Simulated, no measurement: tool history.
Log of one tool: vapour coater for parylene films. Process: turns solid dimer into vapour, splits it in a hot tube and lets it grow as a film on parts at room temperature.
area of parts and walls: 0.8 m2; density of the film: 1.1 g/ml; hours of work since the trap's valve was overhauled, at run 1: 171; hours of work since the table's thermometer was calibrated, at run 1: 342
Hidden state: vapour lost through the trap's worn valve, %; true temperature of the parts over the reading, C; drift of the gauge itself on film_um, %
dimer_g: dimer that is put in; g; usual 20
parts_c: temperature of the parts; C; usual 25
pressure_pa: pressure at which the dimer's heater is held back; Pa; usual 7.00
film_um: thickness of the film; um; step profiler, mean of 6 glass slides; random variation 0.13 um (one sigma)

run   hour  dimer_g  parts_c  pressure_pa  hours of work since the trap's valve was overhauled  hours of work since the table's thermometer was calibrated  film_um
  1    0.0       20       25         7.00                                                  171                                                         342    15.78
  2   15.1       20       25         3.27                                                  179                                                         350    17.14
  3   51.7       20       25         3.27                                                  198                                                         369    17.24
  4   82.4       20       27         3.27                                                  215                                                         386    15.64
  5  104.5       20       19         3.27                                                  226                                                         397    22.00
  6  121.4       20       25         5.00                                                  235                                                         406    16.10
  7  139.4       20       25         5.00                                                  245                                                         416    16.22
  8  156.3       20       25         5.00                                                  254                                                         425    16.05
  9  176.9       20       24         7.00                                                  265                                                         436    16.43
 10  210.8       20       25         7.00                                                  283                                                         454    15.64
 11  233.5       20       25         7.00                                                  295                                                         466    15.54
 12  249.1       20       25         7.00                                                  303                                                         474    15.46
 13  276.4       20       25         7.00                                                  317                                                         488    15.43
 14  303.7       20       23         7.00                                                  332                                                         503    17.20
 15  335.6       20       25         7.00                                                  349                                                         520    15.35
 16  354.8       20       34         7.00                                                  359                                                         530    10.58
 17  385.1       20       25         7.00                                                  375                                                         546    15.53
 18  418.3       20       25         7.00                                                  392                                                         563    15.52
 19  449.3       10       24         2.38                                                  409                                                         580     9.14
 20  465.0       17       20        11.89                                                  417                                                         588    15.66
 21  495.3       17       20        11.89                                                  433                                                         604    15.28
 22  524.2       17       20        11.89                                                  449                                                         620    15.46
 23  545.3       14       20         2.83                                                  460                                                         631    15.05
 24  563.4        8       26         2.93                                                  469                                                         640     6.55
 25  592.7        9       22         5.04                                                  485                                                         656     8.26
 26  629.0       13       27         3.42                                                  504                                                         675    10.02
 27  650.2       13       27         3.42                                                  515                                                         686    10.00
 28  677.6        9       20         6.02                                                  530                                                         701     9.01
 29  714.0        9       20         6.02                                                  549                                                         720     8.87
 30  729.3       16       34         5.57                                                  557                                                         728     8.67
     739.6  -- trap's valve overhauled
 31  752.2       29       28         7.00                                                    7                                                         738    19.63
 32  771.5       29       28         7.00                                                   17                                                         748    20.02
 33  793.6       29       28        10.61                                                   29                                                         760    19.01

How the hidden state differs across the entries between the runs, from the last listed run before each to the first after it:
Between runs 30 and 31: trap's valve overhauled (hour 739.6)
  vapour lost through the trap's worn valve, %: 0.7 -> 0
